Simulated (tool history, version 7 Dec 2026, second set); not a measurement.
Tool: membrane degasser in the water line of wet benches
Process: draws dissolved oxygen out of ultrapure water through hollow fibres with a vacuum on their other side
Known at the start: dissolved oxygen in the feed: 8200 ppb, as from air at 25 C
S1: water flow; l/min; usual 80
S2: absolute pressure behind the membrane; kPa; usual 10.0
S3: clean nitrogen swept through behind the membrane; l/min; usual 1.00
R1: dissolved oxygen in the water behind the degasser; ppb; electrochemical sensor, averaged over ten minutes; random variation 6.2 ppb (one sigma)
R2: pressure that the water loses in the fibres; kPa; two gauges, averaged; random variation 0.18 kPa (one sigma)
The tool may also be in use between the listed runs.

{"run": 1, "hour": 0.0, "S1": 80, "S2": 10.0, "S3": 1.0, "R1": 1091.0, "R2": 35.6}
{"hour": 16.3, "done": "vacuum gauge calibrated"}
{"run": 2, "hour": 153.9, "S1": 84, "S2": 10.0, "S3": 1.0, "R1": 1137.9, "R2": 36.9}
{"run": 3, "hour": 347.2, "S1": 80, "S2": 10.0, "S3": 0.71, "R1": 1276.9, "R2": 35.62}
{"run": 4, "hour": 524.7, "S1": 80, "S2": 10.0, "S3": 0.71, "R1": 1271.3, "R2": 35.69}
{"run": 5, "hour": 609.3, "S1": 80, "S2": 10.0, "S3": 1.0, "R1": 1098.4, "R2": 35.31}
{"run": 6, "hour": 727.3, "S1": 80, "S2": 10.0, "S3": 1.0, "R1": 1088.0, "R2": 35.59}
{"hour": 752.4, "done": "vacuum gauge calibrated, once more"}
{"run": 7, "hour": 872.4, "S1": 80, "S2": 10.0, "S3": 1.0, "R1": 1059.4, "R2": 35.85}
{"run": 8, "hour": 1063.2, "S1": 80, "S2": 10.0, "S3": 1.0, "R1": 1082.9, "R2": 35.31}
{"run": 9, "hour": 1247.2, "S1": 80, "S2": 10.0, "S3": 1.0, "R1": 1067.1, "R2": 35.94}
{"run": 10, "hour": 1426.1, "S1": 80, "S2": 10.0, "S3": 0.51, "R1": 1467.4, "R2": 35.84}
{"run": 11, "hour": 1586.5, "S1": 80, "S2": 19.7, "S3": 1.0, "R1": 2034.1, "R2": 35.89}
{"run": 12, "hour": 1702.9, "S1": 80, "S2": 19.7, "S3": 1.0, "R1": 2036.4, "R2": 35.67}
{"run": 13, "hour": 1858.4, "S1": 80, "S2": 19.7, "S3": 1.0, "R1": 2028.2, "R2": 35.88}
{"run": 14, "hour": 1988.4, "S1": 80, "S2": 19.7, "S3": 1.0, "R1": 2020.0, "R2": 35.62}
{"run": 15, "hour": 2124.0, "S1": 80, "S2": 19.7, "S3": 1.0, "R1": 2046.5, "R2": 36.01}
{"run": 16, "hour": 2282.2, "S1": 80, "S2": 19.7, "S3": 1.0, "R1": 2015.9, "R2": 35.78}

The next listed run, before its measurement:
{"run": 17, "hour": 2432.6, "S1": 80, "S2": 8.2, "S3": 1.0, "R1": "?", "R2": "?"}

{"run 17": {"R1": 887.7, "R2": 35.93}}
Without the tool's hidden state the same run would have given R1 871.7 ppb, R2 35.38 kPa.
